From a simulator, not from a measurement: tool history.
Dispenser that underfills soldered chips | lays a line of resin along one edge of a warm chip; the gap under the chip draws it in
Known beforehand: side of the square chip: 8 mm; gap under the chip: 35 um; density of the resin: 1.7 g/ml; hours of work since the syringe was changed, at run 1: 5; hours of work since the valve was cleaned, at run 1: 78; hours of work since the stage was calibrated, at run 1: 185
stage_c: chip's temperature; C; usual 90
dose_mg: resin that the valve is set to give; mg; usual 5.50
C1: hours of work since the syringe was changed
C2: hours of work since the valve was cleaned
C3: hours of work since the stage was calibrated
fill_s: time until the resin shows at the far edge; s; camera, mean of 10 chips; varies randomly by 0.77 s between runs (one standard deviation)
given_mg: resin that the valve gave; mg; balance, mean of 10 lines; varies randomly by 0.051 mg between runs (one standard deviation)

Run 1, hour 0.0: usual settings; C1 5; C2 78; C3 185. Result: fill_s 106.1 s, given_mg 5.28 mg.
At hour 8.4: new syringe of resin.
Run 2, hour 14.9: usual settings; C1 5; C2 88; C3 195. Result: fill_s 100.4 s, given_mg 5.28 mg.
Run 3, hour 22.4: usual settings; C1 10; C2 93; C3 201. Result: fill_s 140.7 s, given_mg 5.28 mg.
At hour 25.2: new syringe of resin.
Run 4, hour 36.1: usual settings; C1 8; C2 103; C3 210. Result: fill_s 123.2 s, given_mg 5.23 mg.
At hour 41.6: new syringe of resin.
Run 5, hour 45.3: usual settings; C1 3; C2 109; C3 217. Result: fill_s 89.9 s, given_mg 5.17 mg.
At hour 58.1: new syringe of resin.
At hour 59.1: dispensing valve cleaned and set on the balance.
Run 6, hour 60.8: usual settings; C1 1; C2 1; C3 227. Result: fill_s 80.7 s, given_mg 5.45 mg.
Run 7, hour 72.9: usual settings but dose_mg 5.39 mg; C1 10; C2 10; C3 235. Result: fill_s 143.0 s, given_mg 5.44 mg.
At hour 76.2: new syringe of resin.
Run 8, hour 83.5: usual settings but stage_c 76 C; C1 5; C2 17; C3 242. Result: fill_s 192.5 s, given_mg 5.61 mg.
At hour 92.6: new syringe of resin.
Run 9, hour 98.9: usual settings but stage_c 77 C; C1 4; C2 28; C3 253. Result: fill_s 176.8 s, given_mg 5.42 mg.
At hour 109.4: new syringe of resin.
Run 10, hour 109.6: usual settings but stage_c 77 C; C1 0; C2 35; C3 261. Result: fill_s 132.7 s, given_mg 5.40 mg.
Run 11, hour 121.1: usual settings but stage_c 77 C; C1 8; C2 43; C3 269. Result: fill_s 225.2 s, given_mg 5.43 mg.
At hour 125.8: new syringe of resin.
Run 12, hour 137.9: usual settings but dose_mg 6.22 mg; C1 9; C2 55; C3 280. Result: fill_s 128.0 s, given_mg 6.10 mg.
At hour 142.6: new syringe of resin.
Run 13, hour 150.4: usual settings but dose_mg 6.22 mg; C1 6; C2 64; C3 289. Result: fill_s 106.7 s, given_mg 6.03 mg.
At hour 159.2: new syringe of resin.
Run 14, hour 167.3: usual settings but dose_mg 6.22 mg; C1 6; C2 75; C3 301. Result: fill_s 106.4 s, given_mg 5.94 mg.
At hour 175.8: new syringe of resin.
Run 15, hour 175.8: usual settings but dose_mg 5.07 mg; C1 0; C2 81; C3 307. Result: fill_s 80.1 s, given_mg 4.93 mg.
Run 16, hour 191.3: usual settings but dose_mg 5.07 mg; C1 11; C2 92; C3 318. Result: fill_s 156.9 s, given_mg 4.81 mg.
At hour 193.1: new syringe of resin.
Run 17, hour 199.0: usual settings but dose_mg 5.07 mg; C1 4; C2 97; C3 323. Result: fill_s 105.6 s, given_mg 4.79 mg.
At hour 209.8: new syringe of resin.
Run 18, hour 210.9: usual settings but stage_c 87 C, dose_mg 6.82 mg; C1 1; C2 106; C3 331. Result: fill_s 91.6 s, given_mg 6.41 mg.
At hour 226.8: new syringe of resin.
Run 19, hour 227.2: usual settings but stage_c 85 C, dose_mg 5.02 mg; C1 0; C2 117; C3 342. Result: fill_s 104.5 s, given_mg 4.72 mg.
At hour 229.5: dispensing valve cleaned and set on the balance.
Run 20, hour 237.8: usual settings but stage_c 84 C, dose_mg 6.39 mg; C1 7; C2 6; C3 349. Result: fill_s 157.9 s, given_mg 6.31 mg.
At hour 244.8: new syringe of resin.
Run 21, hour 253.2: usual settings but stage_c 84 C, dose_mg 5.77 mg; C1 6; C2 17; C3 360. Result: fill_s 146.8 s, given_mg 5.71 mg.
At hour 260.9: new syringe of resin.
Run 22, hour 262.1: usual settings but stage_c 82 C, dose_mg 6.88 mg; C1 1; C2 23; C3 366. Result: fill_s 114.2 s, given_mg 6.93 mg.
Run 23, hour 270.8: usual settings but stage_c 82 C, dose_mg 6.88 mg; C1 7; C2 29; C3 372. Result: fill_s 166.7 s, given_mg 6.82 mg.
At hour 277.4: new syringe of resin.
Run 24, hour 282.4: usual settings but stage_c 93 C, dose_mg 6.88 mg; C1 4; C2 37; C3 380. Result: fill_s 86.6 s, given_mg 6.82 mg.
At hour 294.1: new syringe of resin.
Run 25, hour 296.4: usual settings but stage_c 85 C, dose_mg 7.01 mg; C1 2; C2 47; C3 390. Result: fill_s 107.4 s, given_mg 6.95 mg.
At hour 311.3: new syringe of resin.
Run 26, hour 311.9: usual settings but stage_c 95 C, dose_mg 5.37 mg; C1 0; C2 57; C3 401. Result: fill_s 68.4 s, given_mg 5.22 mg.
Run 27, hour 321.4: usual settings but stage_c 95 C, dose_mg 5.37 mg; C1 7; C2 64; C3 407. Result: fill_s 103.0 s, given_mg 5.20 mg.
At hour 327.5: new syringe of resin.
Run 28, hour 332.6: usual settings but stage_c 75 C, dose_mg 6.00 mg; C1 4; C2 72; C3 415. Result: fill_s 192.9 s, given_mg 5.77 mg.
At hour 344.0: new syringe of resin.
Run 29, hour 345.3: usual settings but stage_c 75 C, dose_mg 6.00 mg; C1 1; C2 81; C3 424. Result: fill_s 167.2 s, given_mg 5.77 mg.
Run 30, hour 356.7: usual settings but stage_c 93 C, dose_mg 6.82 mg; C1 9; C2 89; C3 432. Result: fill_s 123.7 s, given_mg 6.43 mg.
At hour 360.5: new syringe of resin.
Run 31, hour 366.7: usual settings but stage_c 93 C, dose_mg 6.82 mg; C1 4; C2 95; C3 439. Result: fill_s 92.0 s, given_mg 6.57 mg.
At hour 377.5: new syringe of resin.
Run 32, hour 378.4: usual settings but stage_c 93 C, dose_mg 6.82 mg; C1 1; C2 104; C3 447. Result: fill_s 74.9 s, given_mg 6.47 mg.
Run 33, hour 385.8: usual settings but stage_c 93 C, dose_mg 6.82 mg; C1 6; C2 109; C3 452. Result: fill_s 102.9 s, given_mg 6.51 mg.
Run 34, hour 392.8: usual settings but stage_c 85 C, dose_mg 5.54 mg; C1 11; C2 114; C3 457. Result: fill_s 202.3 s, given_mg 5.27 mg.

Predict each of these 4 candidate next runs independently; none follows another, all start after run 34:
At hour 393.9: new syringe of resin.
At hour 399.8: dispensing valve cleaned and set on the balance.
Run A, hour 410.1: usual settings but stage_c 97 C; C1 11; C2 7; C3 468. Result: fill_s ?, given_mg ?.
At hour 393.9: new syringe of resin.
At hour 399.8: dispensing valve cleaned and set on the balance.
Run B, hour 410.1: usual settings but stage_c 89 C, dose_mg 5.41 mg; C1 11; C2 7; C3 468. Result: fill_s ?, given_mg ?.
At hour 393.9: new syringe of resin.
At hour 399.8: dispensing valve cleaned and set on the balance.
Run C, hour 410.1: usual settings but stage_c 102 C; C1 11; C2 7; C3 468. Result: fill_s ?, given_mg ?.
At hour 393.9: new syringe of resin.
At hour 399.8: dispensing valve cleaned and set on the balance.
Run D, hour 410.1: usual settings but stage_c 84 C, dose_mg 5.63 mg; C1 11; C2 7; C3 468. Result: fill_s ?, given_mg ?.

run  fill_s  given_mg
  A   121.9      5.47
  B   168.6      5.45
  C    98.0      5.50
  D   206.6      5.60
What these runs would have given with no unlogged condition in the tool:
run  fill_s  given_mg
  A    54.2      5.49
  B    74.3      5.46
  C    43.3      5.51
  D    90.6      5.61
